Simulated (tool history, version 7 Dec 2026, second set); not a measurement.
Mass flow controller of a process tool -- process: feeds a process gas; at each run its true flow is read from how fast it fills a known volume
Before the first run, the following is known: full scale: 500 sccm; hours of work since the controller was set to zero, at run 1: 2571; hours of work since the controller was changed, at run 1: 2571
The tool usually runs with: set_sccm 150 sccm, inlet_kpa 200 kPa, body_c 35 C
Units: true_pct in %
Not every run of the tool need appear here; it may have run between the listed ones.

run,day,set_sccm,inlet_kpa,body_c,hours of work since the controller was set to zero,hours of work since the controller was changed,true_pct
1,0,150,200,35,2571,2571,96.48
2,16.004,150,200,35,2723,2723,96.47
3,32.683,150,200,35,2881,2881,96.45
4,48.662,150,200,35,3033,3033,96.26
5,60.592,150,200,35,3146,3146,96.23
6,73.996,150,252,35,3273,3273,96.41
7,81.408,150,252,35,3343,3343,96.23
8,94.675,150,200,22,3469,3469,95.69
9,109.45,150,200,22,3610,3610,95.56
10,120.208,150,200,32,3712,3712,96
11,127.8,105,200,26,3784,3784,94
12,140.458,416,251,29,3904,3904,99.62
# day 141.717: controller's zero set anew
13,153.233,69,188,34,109,4025,87.27
14,161.654,283,223,39,189,4105,97.56
15,173.592,272,170,27,303,4218,96.81
16,189.642,313,200,35,455,4371,97.73
17,203.133,313,200,35,583,4499,97.73
# day 210.892: controller's zero set anew, once more
18,210.892,188,200,35,0,4572,99.45
19,224.146,56,200,39,126,4698,98.38

Hidden condition of the tool, last listed run before each entry between runs versus first listed run after:
Between runs 12 and 13: controller's zero set anew (day 141.717)
  flow at rest that the sensor doesn't see, % of full scale: -0.983 -> -1.558; true flow over the shown one, %: 1.13 -> 1.17
  the result without the hidden state subtracted from the measured one, true_pct: -0.05 -> -10.12 %
Between runs 17 and 18: controller's zero set anew, once more (day 210.892)
  flow at rest that the sensor doesn't see, % of full scale: -1.658 -> -0.027; true flow over the shown one, %: 1.3 -> 1.32
  the result without the hidden state subtracted from the measured one, true_pct: -1.35 -> +1.25 %

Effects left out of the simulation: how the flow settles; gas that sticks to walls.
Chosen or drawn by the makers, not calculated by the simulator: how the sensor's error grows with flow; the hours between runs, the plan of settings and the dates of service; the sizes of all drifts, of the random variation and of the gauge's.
